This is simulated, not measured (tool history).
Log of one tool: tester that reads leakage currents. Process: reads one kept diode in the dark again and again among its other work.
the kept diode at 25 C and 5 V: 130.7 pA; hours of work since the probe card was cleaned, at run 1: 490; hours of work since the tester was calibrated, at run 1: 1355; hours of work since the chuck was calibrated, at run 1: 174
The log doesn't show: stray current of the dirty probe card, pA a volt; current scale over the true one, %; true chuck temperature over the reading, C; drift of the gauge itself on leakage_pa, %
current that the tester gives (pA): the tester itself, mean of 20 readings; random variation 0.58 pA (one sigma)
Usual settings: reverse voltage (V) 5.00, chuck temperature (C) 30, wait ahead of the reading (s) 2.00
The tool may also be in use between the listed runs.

run	hour	reverse voltage (V)	chuck temperature (C)	wait ahead of the reading (s)	hours of work since the probe card was cleaned	hours of work since the tester was calibrated	hours of work since the chuck was calibrated	current that the tester gives (pA)
1	0.0	5.00	30	2.00	490	1355	174	198.83
2	62.1	5.00	30	2.00	522	1386	205	199.60
3	100.8	5.00	30	4.95	541	1406	225	200.17
4	155.4	5.00	20	2.00	569	1434	253	93.88
5	191.0	4.78	20	2.00	587	1452	271	92.52
6	225.3	4.78	20	2.00	605	1469	288	92.13
7	298.8	4.78	20	2.00	642	1507	326	92.25
8	360.7	3.24	21	2.00	674	1538	357	82.04
# hour 368.0: probe card cleaned and baked
9	410.6	3.24	21	2.00	22	1562	381	83.80
10	480.7	9.07	26	0.35	58	1598	417	216.32
11	552.7	2.73	24	0.31	94	1635	454	98.89
# hour 581.3: probe card cleaned and baked, once more
12	619.4	4.82	30	0.87	19	1667	486	202.37
13	660.8	6.25	30	0.48	41	1688	507	231.64
# hour 671.6: chuck's temperature calibrated
14	693.8	1.44	30	2.57	56	1704	11	103.48

3 ways to go on from here, each from the tool as it stands after run 14. What would each give?
A	736.9	5.00	28	2.00	78	1726	33	?
B	736.9	5.00	30	0.52	78	1726	33	?
C	736.9	5.00	34	2.00	78	1726	33	?

run	current that the tester gives (pA)
A	167.41
B	196.54
C	262.61
Without the tool's hidden state the same runs would have given:
run	current that the tester gives (pA)
A	165.98
B	194.94
C	260.63

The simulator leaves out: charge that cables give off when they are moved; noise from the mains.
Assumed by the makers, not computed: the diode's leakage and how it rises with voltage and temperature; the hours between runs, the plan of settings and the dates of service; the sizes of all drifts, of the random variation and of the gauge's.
